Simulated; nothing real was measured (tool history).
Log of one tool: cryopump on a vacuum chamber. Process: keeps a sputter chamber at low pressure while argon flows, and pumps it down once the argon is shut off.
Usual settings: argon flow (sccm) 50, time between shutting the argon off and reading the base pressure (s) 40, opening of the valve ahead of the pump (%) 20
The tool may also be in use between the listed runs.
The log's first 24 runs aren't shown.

run     day  argon flow (sccm)  time between shutting the argon off and reading the base pressure (s)  opening of the valve ahead of the pump (%)  pressure while argon flows (Pa)  pressure after the wait (uPa)
 25  38.671                 57                                                                    117                                          35                           0.1438                           0.99
 26  40.238                 31                                                                     40                                          35                            0.079                           1.55
 27  42.408                 24                                                                     77                                          55                           0.0406                           1.21
 28  43.808                 24                                                                     77                                          55                           0.0402                           1.23
 29  45.371                 24                                                                    125                                          55                           0.0403                           1.02
 30  46.775                 67                                                                    101                                          54                           0.1172                           1.13
 31  48.129                 50                                                                     24                                          20                            0.218                           2.16
 32  50.125                 50                                                                     24                                          20                           0.2208                           2.25
 33  52.204                 24                                                                    128                                          28                           0.0768                           1.21
     53.267  -- pump warmed up, emptied and cooled again
 34  54.254                 22                                                                    279                                          16                           0.1162                            0.9

Forecast each of these 4 alternatives for the next run:
  A  55.708                 22                                                                    279                                          51                                ?                              ?
  B  55.708                 50                                                                    120                                          20                                ?                              ?
  C  55.708                 98                                                                     69                                          18                                ?                              ?
  D  55.708                 50                                                                     41                                          20                                ?                              ?

run  pressure while argon flows (Pa)  pressure after the wait (uPa)
  A                           0.0368                           0.92
  B                           0.2113                           1.07
  C                           0.4618                            1.3
  D                           0.2122                           1.55
Without the tool's hidden state the same runs would have given:
run  pressure while argon flows (Pa)  pressure after the wait (uPa)
  A                           0.0363                           0.27
  B                           0.2102                           0.43
  C                           0.4596                           0.66
  D                           0.2111                           0.92
